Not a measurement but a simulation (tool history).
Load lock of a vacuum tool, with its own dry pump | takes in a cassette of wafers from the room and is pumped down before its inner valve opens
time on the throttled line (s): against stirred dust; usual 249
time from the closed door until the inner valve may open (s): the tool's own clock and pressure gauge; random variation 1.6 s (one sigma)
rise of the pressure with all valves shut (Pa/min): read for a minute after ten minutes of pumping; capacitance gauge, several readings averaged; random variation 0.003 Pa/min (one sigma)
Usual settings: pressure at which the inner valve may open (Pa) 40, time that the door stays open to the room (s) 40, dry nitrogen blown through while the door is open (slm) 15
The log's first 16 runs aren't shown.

run    hour  time on the throttled line (s)  pressure at which the inner valve may open (Pa)  time that the door stays open to the room (s)  dry nitrogen blown through while the door is open (slm)  incoming humidity of the room's air, %  time from the closed door until the inner valve may open (s)  rise of the pressure with all valves shut (Pa/min)
 17  2725.2                             249                                               40                                             40                                                       15                                      47                                                         346.1                                               0.143
 18  2859.7                             249                                               40                                             40                                                       15                                    44.4                                                         344.8                                               0.145
 19  3012.4                             249                                               40                                             40                                                        4                                    46.1                                                         345.7                                               0.161
 20  3154.3                             204                                               28                                            117                                                       15                                    44.8                                                         314.3                                               0.175
 21  3360.7                             204                                               28                                            117                                                       15                                    44.9                                                         313.5                                               0.181
 22  3517.1                             204                                               28                                            117                                                       15                                    46.8                                                         314.9                                               0.182
 23  3667.3                             323                                               47                                             72                                                        6                                    43.9                                                         405.5                                               0.185
 24  3842.7                             449                                               49                                             72                                                       30                                    45.4                                                         517.2                                                0.17
 25  4028.5                             449                                               49                                             72                                                       30                                    41.8                                                         514.7                                                0.16
 26  4235.4                             449                                               49                                             72                                                       30                                    44.8                                                         515.2                                               0.175
 27  4404.8                             449                                               49                                             72                                                       30                                    45.8                                                         514.5                                               0.176

The next listed run, before its measurement:
 28  4637.7                             449                                               49                                             72                                                       30                                    47.3                                                             ?                                                   ?

time from the closed door until the inner valve may open (s): 516
rise of the pressure with all valves shut (Pa/min): 0.175
Without the tool's hidden state the same run would have given time from the closed door until the inner valve may open (s) 509.6, rise of the pressure with all valves shut (Pa/min) 0.017.
